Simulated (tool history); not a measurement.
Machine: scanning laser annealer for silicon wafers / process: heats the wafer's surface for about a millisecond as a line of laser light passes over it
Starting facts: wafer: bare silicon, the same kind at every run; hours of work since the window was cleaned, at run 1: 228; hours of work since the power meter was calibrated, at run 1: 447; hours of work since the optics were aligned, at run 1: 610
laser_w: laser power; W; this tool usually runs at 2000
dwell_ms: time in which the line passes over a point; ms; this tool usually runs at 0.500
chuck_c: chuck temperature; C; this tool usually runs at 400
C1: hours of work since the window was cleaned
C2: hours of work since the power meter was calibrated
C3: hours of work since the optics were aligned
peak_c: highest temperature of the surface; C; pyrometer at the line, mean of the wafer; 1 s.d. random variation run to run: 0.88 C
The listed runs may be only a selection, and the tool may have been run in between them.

Run 1, hour 0.0: usual settings; C1 228; C2 447; C3 610. Result: peak_c 1200.8 C.
Run 2, hour 28.3: usual settings; C1 248; C2 466; C3 629. Result: peak_c 1201.0 C.
Run 3, hour 75.6: usual settings but laser_w 2109 W; C1 280; C2 499; C3 662. Result: peak_c 1245.7 C.
Run 4, hour 114.5: usual settings but laser_w 2109 W; C1 307; C2 526; C3 689. Result: peak_c 1243.0 C.
Run 5, hour 178.0: usual settings but laser_w 2109 W; C1 351; C2 570; C3 732. Result: peak_c 1244.5 C.
Run 6, hour 219.0: usual settings but laser_w 2109 W; C1 379; C2 598; C3 761. Result: peak_c 1242.5 C.
Run 7, hour 259.3: usual settings but laser_w 2109 W; C1 407; C2 625; C3 788. Result: peak_c 1240.0 C.
At hour 268.5: optics aligned, line set to its width.
Run 8, hour 319.2: usual settings but dwell_ms 0.611 ms, chuck_c 389 C; C1 445; C2 663; C3 35. Result: peak_c 1258.0 C.
Run 9, hour 354.9: usual settings but dwell_ms 0.516 ms, chuck_c 369 C; C1 469; C2 688; C3 59. Result: peak_c 1172.9 C.
Run 10, hour 407.9: usual settings but dwell_ms 0.516 ms, chuck_c 369 C; C1 506; C2 724; C3 96. Result: peak_c 1171.2 C.

What if the next run were any one of these 5? Each begins from the tool's condition after run 10:
Run A, hour 456.1: usual settings but laser_w 1784 W; C1 539; C2 757; C3 129. Result: peak_c ?.
Run B, hour 456.1: usual settings but laser_w 2165 W, dwell_ms 0.568 ms, chuck_c 418 C; C1 539; C2 757; C3 129. Result: peak_c ?.
Run C, hour 456.1: usual settings but laser_w 2032 W; C1 539; C2 757; C3 129. Result: peak_c ?.
Run D, hour 456.1: usual settings but laser_w 2079 W, dwell_ms 0.367 ms; C1 539; C2 757; C3 129. Result: peak_c ?.
Run E, hour 456.1: usual settings but laser_w 2137 W, dwell_ms 0.403 ms, chuck_c 421 C; C1 539; C2 757; C3 129. Result: peak_c ?.

run  peak_c
  A  1103.6
  B  1327.1
  C  1202.1
  D  1116.2
  E  1189.1
Take away the tool's hidden state, keep each run's random variation, and the runs would have read:
run  peak_c
  A  1121.5
  B  1350.2
  C  1222.5
  D  1134.4
  E  1208.6
